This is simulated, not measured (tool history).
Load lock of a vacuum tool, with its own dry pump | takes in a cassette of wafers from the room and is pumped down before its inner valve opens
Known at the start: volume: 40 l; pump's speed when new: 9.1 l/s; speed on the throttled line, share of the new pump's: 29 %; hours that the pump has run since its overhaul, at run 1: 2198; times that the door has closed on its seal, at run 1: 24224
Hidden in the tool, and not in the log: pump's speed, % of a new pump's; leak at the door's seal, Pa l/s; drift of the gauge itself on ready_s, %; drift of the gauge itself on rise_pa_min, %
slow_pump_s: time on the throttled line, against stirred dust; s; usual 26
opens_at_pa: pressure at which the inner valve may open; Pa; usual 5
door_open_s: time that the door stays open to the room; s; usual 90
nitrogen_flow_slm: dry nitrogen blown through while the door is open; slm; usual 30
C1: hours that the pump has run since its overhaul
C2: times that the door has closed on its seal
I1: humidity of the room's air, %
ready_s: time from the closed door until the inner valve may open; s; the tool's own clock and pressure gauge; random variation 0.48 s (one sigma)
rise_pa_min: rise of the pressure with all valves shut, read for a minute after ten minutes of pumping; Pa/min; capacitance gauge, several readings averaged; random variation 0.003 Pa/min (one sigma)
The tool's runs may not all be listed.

run 1 hour=0 | slow_pump_s=26 opens_at_pa=5 door_open_s=90 nitrogen_flow_slm=30 | C1=2198 C2=24224 | I1=43 | ready_s=64.2 rise_pa_min=0.225
run 2 hour=254.3 | slow_pump_s=26 opens_at_pa=5 door_open_s=90 nitrogen_flow_slm=30 | C1=2452 C2=24837 | I1=46.7 | ready_s=63.4 rise_pa_min=0.242
run 3 hour=579.7 | slow_pump_s=17 opens_at_pa=5 door_open_s=90 nitrogen_flow_slm=30 | C1=2778 C2=25621 | I1=47.2 | ready_s=58.2 rise_pa_min=0.255
run 4 hour=1026.9 | slow_pump_s=31 opens_at_pa=5 door_open_s=90 nitrogen_flow_slm=30 | C1=3225 C2=26700 | I1=44.9 | ready_s=68.3 rise_pa_min=0.274
run 5 hour=1373.6 | slow_pump_s=26 opens_at_pa=5 door_open_s=90 nitrogen_flow_slm=30 | C1=3572 C2=27535 | I1=45.1 | ready_s=64.9 rise_pa_min=0.278
run 6 hour=1640.9 | slow_pump_s=26 opens_at_pa=5 door_open_s=90 nitrogen_flow_slm=30 | C1=3839 C2=28180 | I1=44.3 | ready_s=64.9 rise_pa_min=0.294
run 7 hour=2085 | slow_pump_s=26 opens_at_pa=5 door_open_s=90 nitrogen_flow_slm=30 | C1=4283 C2=29251 | I1=43.9 | ready_s=65.1 rise_pa_min=0.301
run 8 hour=2460.7 | slow_pump_s=26 opens_at_pa=5 door_open_s=90 nitrogen_flow_slm=30 | C1=4659 C2=30156 | I1=44.4 | ready_s=65.6 rise_pa_min=0.314
run 9 hour=2871.2 | slow_pump_s=26 opens_at_pa=5 door_open_s=90 nitrogen_flow_slm=30 | C1=5069 C2=31146 | I1=49.2 | ready_s=66.6 rise_pa_min=0.335
run 10 hour=3070.7 | slow_pump_s=26 opens_at_pa=5 door_open_s=90 nitrogen_flow_slm=30 | C1=5269 C2=31627 | I1=45.6 | ready_s=66.7 rise_pa_min=0.348
run 11 hour=3479.6 | slow_pump_s=26 opens_at_pa=5 door_open_s=90 nitrogen_flow_slm=30 | C1=5678 C2=32613 | I1=44.2 | ready_s=67.2 rise_pa_min=0.356
run 12 hour=3917.8 | slow_pump_s=41 opens_at_pa=8 door_open_s=68 nitrogen_flow_slm=30 | C1=6116 C2=33670 | I1=47.7 | ready_s=75.3 rise_pa_min=0.378
run 13 hour=4120.7 | slow_pump_s=41 opens_at_pa=8 door_open_s=86 nitrogen_flow_slm=9 | C1=6319 C2=34159 | I1=46.4 | ready_s=75.6 rise_pa_min=0.4
run 14 hour=4363.4 | slow_pump_s=41 opens_at_pa=8 door_open_s=86 nitrogen_flow_slm=9 | C1=6561 C2=34744 | I1=44.3 | ready_s=75.6 rise_pa_min=0.419
run 15 hour=4700.6 | slow_pump_s=41 opens_at_pa=4 door_open_s=58 nitrogen_flow_slm=29 | C1=6899 C2=35557 | I1=43.9 | ready_s=79.9 rise_pa_min=0.4
run 16 hour=4934 | slow_pump_s=41 opens_at_pa=4 door_open_s=58 nitrogen_flow_slm=29 | C1=7132 C2=36120 | I1=43.9 | ready_s=79.2 rise_pa_min=0.424
run 17 hour=5154 | slow_pump_s=29 opens_at_pa=6 door_open_s=26 nitrogen_flow_slm=24 | C1=7352 C2=36650 | I1=43.7 | ready_s=68.6 rise_pa_min=0.4
run 18 hour=5468.6 | slow_pump_s=26 opens_at_pa=5 door_open_s=90 nitrogen_flow_slm=4 | C1=7667 C2=37409 | I1=44.9 | ready_s=70.2 rise_pa_min=0.467
run 19 hour=5707.7 | slow_pump_s=48 opens_at_pa=4 door_open_s=63 nitrogen_flow_slm=5 | C1=7906 C2=37985 | I1=46.3 | ready_s=85.3 rise_pa_min=0.482
run 20 hour=6119.5 | slow_pump_s=24 opens_at_pa=5 door_open_s=90 nitrogen_flow_slm=25 | C1=8317 C2=38978 | I1=43.1 | ready_s=69.4 rise_pa_min=0.475
run 21 hour=6490 | slow_pump_s=21 opens_at_pa=5 door_open_s=79 nitrogen_flow_slm=25 | C1=8688 C2=39871 | I1=46.2 | ready_s=67.7 rise_pa_min=0.487
run 22 hour=6925.2 | slow_pump_s=19 opens_at_pa=6 door_open_s=27 nitrogen_flow_slm=4 | C1=9123 C2=40921 | I1=43 | ready_s=64.7 rise_pa_min=0.511

Forecast each of these 4 alternatives for the next run:
run A hour=7243.8 | slow_pump_s=17 opens_at_pa=6 door_open_s=27 nitrogen_flow_slm=4 | C1=9442 C2=41689 | I1=45.4 | ready_s=? rise_pa_min=?
run B hour=7243.8 | slow_pump_s=19 opens_at_pa=5 door_open_s=27 nitrogen_flow_slm=4 | C1=9442 C2=41689 | I1=45.7 | ready_s=? rise_pa_min=?
run C hour=7243.8 | slow_pump_s=23 opens_at_pa=5 door_open_s=90 nitrogen_flow_slm=30 | C1=9442 C2=41689 | I1=41 | ready_s=? rise_pa_min=?
run D hour=7243.8 | slow_pump_s=19 opens_at_pa=6 door_open_s=31 nitrogen_flow_slm=4 | C1=9442 C2=41689 | I1=44.7 | ready_s=? rise_pa_min=?

run=A ready_s=64.3 rise_pa_min=0.531
run=B ready_s=67.2 rise_pa_min=0.535
run=C ready_s=69.6 rise_pa_min=0.54
run=D ready_s=66.4 rise_pa_min=0.531
Without the tool's hidden state the same runs would have given:
run=A ready_s=54.9 rise_pa_min=0.033
run=B ready_s=57.8 rise_pa_min=0.036
run=C ready_s=60.3 rise_pa_min=0.033
run=D ready_s=57.1 rise_pa_min=0.038

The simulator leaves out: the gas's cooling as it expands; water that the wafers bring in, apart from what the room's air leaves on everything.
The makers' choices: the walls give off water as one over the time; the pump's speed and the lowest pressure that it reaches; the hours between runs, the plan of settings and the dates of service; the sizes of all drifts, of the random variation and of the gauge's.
